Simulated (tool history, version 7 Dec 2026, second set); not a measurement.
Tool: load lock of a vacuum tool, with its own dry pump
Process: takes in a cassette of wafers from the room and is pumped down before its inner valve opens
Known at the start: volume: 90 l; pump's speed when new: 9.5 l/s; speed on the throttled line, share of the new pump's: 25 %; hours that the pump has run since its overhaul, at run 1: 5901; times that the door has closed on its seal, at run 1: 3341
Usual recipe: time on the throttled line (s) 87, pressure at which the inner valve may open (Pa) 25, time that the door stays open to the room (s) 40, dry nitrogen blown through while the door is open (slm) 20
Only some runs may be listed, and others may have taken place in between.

run    hour  time on the throttled line (s)  pressure at which the inner valve may open (Pa)  time that the door stays open to the room (s)  dry nitrogen blown through while the door is open (slm)  hours that the pump has run since its overhaul  times that the door has closed on its seal  incoming humidity of the room's air, %  time from the closed door until the inner valve may open (s)  rise of the pressure with all valves shut (Pa/min)
  1     0.0                              87                                               25                                             40                                                       20                                            5901                                        3341                                    46.6                                                         144.8                                               0.029
  2   297.2                              96                                               25                                             40                                                       20                                            6198                                        3699                                    47.3                                                         153.3                                               0.026
  3   465.2                              96                                               25                                             40                                                       20                                            6366                                        3900                                    40.1                                                         151.9                                               0.035
  4   706.2                              96                                               25                                             40                                                       20                                            6607                                        4190                                    44.6                                                         152.7                                               0.032
  5   875.3                              96                                               25                                             49                                                       20                                            6776                                        4393                                    47.3                                                         152.1                                               0.036
  6  1028.8                              96                                               25                                             41                                                       20                                            6929                                        4577                                    43.9                                                         154.2                                               0.037
  7  1255.2                              96                                               25                                             41                                                       20                                            7156                                        4849                                    46.1                                                         153.7                                               0.033
  8  1524.8                              96                                               25                                             41                                                       20                                            7425                                        5173                                    45.3                                                         153.4                                               0.041
  9  1757.7                              96                                               20                                             41                                                       20                                            7658                                        5453                                    44.2                                                         155.7                                               0.039
 10  2051.6                              96                                               20                                             41                                                       20                                            7952                                        5806                                    44.2                                                         156.5                                               0.048
 11  2294.7                              92                                               34                                            105                                                       15                                            8195                                        6098                                    40.8                                                         147.2                                               0.054
 12  2514.8                             171                                               20                                             53                                                       23                                            8415                                        6363                                    44.0                                                         210.6                                               0.042
 13  2718.9                             171                                               20                                             53                                                       23                                            8619                                        6608                                    50.2                                                         210.2                                               0.046
 14  2866.7                             171                                               20                                             53                                                       23                                            8767                                        6786                                    44.9                                                         212.3                                               0.049
 15  3150.3                              71                                               20                                             54                                                        7                                            9051                                        7126                                    46.7                                                         138.2                                               0.059
 16  3308.4                              87                                               25                                             40                                                        9                                            9209                                        7316                                    49.1                                                         148.1                                               0.058
 17  3536.1                              87                                               25                                             40                                                        9                                            9437                                        7590                                    41.4                                                         147.7                                               0.054
 18  3776.1                              87                                               25                                             49                                                       31                                            9677                                        7878                                    42.5                                                         148.5                                               0.045

Alternative continuations, all from the tool just after run 18; predict every row:
  A  4008.8                              87                                               34                                             40                                                       20                                            9909                                        8158                                    45.0                                                             ?                                                   ?
  B  4008.8                              56                                               25                                             48                                                       20                                            9909                                        8158                                    45.9                                                             ?                                                   ?
  C  4008.8                              94                                               39                                            124                                                       31                                            9909                                        8158                                    42.5                                                             ?                                                   ?

run  time from the closed door until the inner valve may open (s)  rise of the pressure with all valves shut (Pa/min)
  A                                                         143.9                                               0.052
  B                                                         125.5                                               0.053
  C                                                         147.7                                               0.055
Stripped of hidden state, with their random variation kept, the same runs would have yielded:
run  time from the closed door until the inner valve may open (s)  rise of the pressure with all valves shut (Pa/min)
  A                                                         139.9                                               0.014
  B                                                         120.6                                               0.015
  C                                                         143.9                                               0.018

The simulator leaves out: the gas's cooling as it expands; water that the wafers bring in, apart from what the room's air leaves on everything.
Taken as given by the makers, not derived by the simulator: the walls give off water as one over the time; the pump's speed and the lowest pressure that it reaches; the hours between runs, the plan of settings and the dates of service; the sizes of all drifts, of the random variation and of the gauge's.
